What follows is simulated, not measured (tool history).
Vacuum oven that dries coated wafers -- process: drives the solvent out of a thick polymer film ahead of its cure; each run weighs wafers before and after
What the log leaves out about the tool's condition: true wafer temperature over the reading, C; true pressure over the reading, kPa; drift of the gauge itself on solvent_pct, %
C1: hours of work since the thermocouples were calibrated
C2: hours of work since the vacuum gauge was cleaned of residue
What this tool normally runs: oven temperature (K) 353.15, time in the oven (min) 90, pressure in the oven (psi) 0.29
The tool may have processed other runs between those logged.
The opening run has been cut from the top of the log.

Run 2, hour 44.5: usual settings; C1 364; C2 792. Result: solvent left in the film (%) 3.46.
Run 3, hour 72.6: usual settings; C1 382; C2 809. Result: solvent left in the film (%) 3.57.
Run 4, hour 100: usual settings; C1 399; C2 826. Result: solvent left in the film (%) 3.53.
Run 5, hour 142: usual settings but oven temperature (K) 340.15; C1 425; C2 853. Result: solvent left in the film (%) 8.48.
Run 6, hour 183.8: usual settings but oven temperature (K) 340.15; C1 451; C2 879. Result: solvent left in the film (%) 8.34.
Run 7, hour 227.2: usual settings; C1 478; C2 906. Result: solvent left in the film (%) 3.46.
Run 8, hour 271.7: usual settings but oven temperature (K) 351.15; C1 506; C2 933. Result: solvent left in the film (%) 3.9.
Run 9, hour 303.7: usual settings; C1 526; C2 953. Result: solvent left in the film (%) 3.61.
Run 10, hour 356.4: usual settings; C1 559; C2 986. Result: solvent left in the film (%) 3.4.
Run 11, hour 385.7: usual settings; C1 577; C2 1005. Result: solvent left in the film (%) 3.6.
Run 12, hour 409.5: usual settings; C1 592; C2 1019. Result: solvent left in the film (%) 3.54.
Run 13, hour 458.2: usual settings; C1 622; C2 1050. Result: solvent left in the film (%) 3.55.
Run 14, hour 491.9: usual settings but oven temperature (K) 342.15; C1 643; C2 1071. Result: solvent left in the film (%) 7.47.
Run 15, hour 537.8: usual settings but oven temperature (K) 342.15; C1 672; C2 1100. Result: solvent left in the film (%) 7.38.
Run 16, hour 579.4: usual settings but oven temperature (K) 342.15; C1 698; C2 1125. Result: solvent left in the film (%) 7.49.
Run 17, hour 617.9: usual settings but oven temperature (K) 342.15; C1 722; C2 1149. Result: solvent left in the film (%) 7.44.
Run 18, hour 665.9: usual settings but oven temperature (K) 345.15, time in the oven (min) 115; C1 752; C2 1179. Result: solvent left in the film (%) 4.79.

Run 19, settings as shown, results not yet in. Your forecast:
Run 19, hour 707.7: usual settings but oven temperature (K) 345.15, time in the oven (min) 72, pressure in the oven (psi) 0.931; C1 778; C2 1206. Result: solvent left in the film (%) ?.

{"run 19": {"solvent left in the film (%)": 10.93}}
The same run, on a tool lacking any hidden state, would have yielded solvent left in the film (%) 10.89.
